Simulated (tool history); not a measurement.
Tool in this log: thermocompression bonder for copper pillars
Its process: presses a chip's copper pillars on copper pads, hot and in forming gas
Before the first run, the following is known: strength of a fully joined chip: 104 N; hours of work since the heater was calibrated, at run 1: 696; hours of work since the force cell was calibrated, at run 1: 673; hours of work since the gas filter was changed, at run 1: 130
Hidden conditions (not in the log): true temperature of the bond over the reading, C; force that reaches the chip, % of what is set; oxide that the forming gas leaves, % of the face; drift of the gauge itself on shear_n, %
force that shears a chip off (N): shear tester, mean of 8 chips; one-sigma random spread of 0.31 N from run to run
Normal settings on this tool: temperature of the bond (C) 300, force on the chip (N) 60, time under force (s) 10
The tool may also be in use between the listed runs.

| run | hour | temperature of the bond (C) | force on the chip (N) | time under force (s) | hours of work since the heater was calibrated | hours of work since the force cell was calibrated | hours of work since the gas filter was changed | force that shears a chip off (N) |
|---|---|---|---|---|---|---|---|---|
| 1 | 0.0 | 300 | 60 | 10 | 696 | 673 | 130 | 53.0 |
| 2 | 13.0 | 300 | 60 | 10 | 704 | 681 | 138 | 53.3 |
| 3 | 27.0 | 300 | 60 | 10 | 713 | 689 | 147 | 52.7 |
| 4 | 45.6 | 290 | 60 | 10 | 724 | 701 | 158 | 46.6 |
| 5 | 70.4 | 290 | 60 | 10 | 740 | 716 | 173 | 47.0 |
| 6 | 98.9 | 290 | 60 | 10 | 757 | 733 | 191 | 47.4 |
| 7 | 117.5 | 290 | 60 | 10 | 769 | 745 | 202 | 46.8 |
| 8 | 130.5 | 300 | 60 | 10 | 777 | 753 | 210 | 53.7 |
| 9 | 159.2 | 300 | 60 | 10 | 794 | 771 | 228 | 53.6 |
| 10 | 180.4 | 274 | 45 | 10 | 807 | 784 | 241 | 29.4 |
| 11 | 195.0 | 329 | 71 | 10 | 816 | 793 | 250 | 78.3 |
| 12 | 223.3 | 273 | 84 | 10 | 834 | 810 | 267 | 48.9 |
| 13 | 244.3 | 285 | 38 | 10 | 847 | 823 | 280 | 30.2 |
| 14 | 268.1 | 285 | 47 | 15 | 861 | 837 | 295 | 42.5 |
| 15 | 292.3 | 297 | 50 | 23 | 876 | 852 | 310 | 60.1 |

Branching from run 15: 4 alternative next runs. What would each branch give?
| A | 305.2 | 297 | 50 | 15 | 884 | 860 | 318 | ? |
| B | 305.2 | 297 | 51 | 23 | 884 | 860 | 318 | ? |
| C | 305.2 | 279 | 86 | 6 | 884 | 860 | 318 | ? |
| D | 305.2 | 277 | 40 | 14 | 884 | 860 | 318 | ? |

| run | force that shears a chip off (N) |
|---|---|
| A | 52.5 |
| B | 61.2 |
| C | 44.6 |
| D | 32.3 |
With the hidden condition removed and each run's random variation left untouched, the same runs would have given:
| run | force that shears a chip off (N) |
|---|---|
| A | 51.9 |
| B | 60.5 |
| C | 44.1 |
| D | 31.9 |
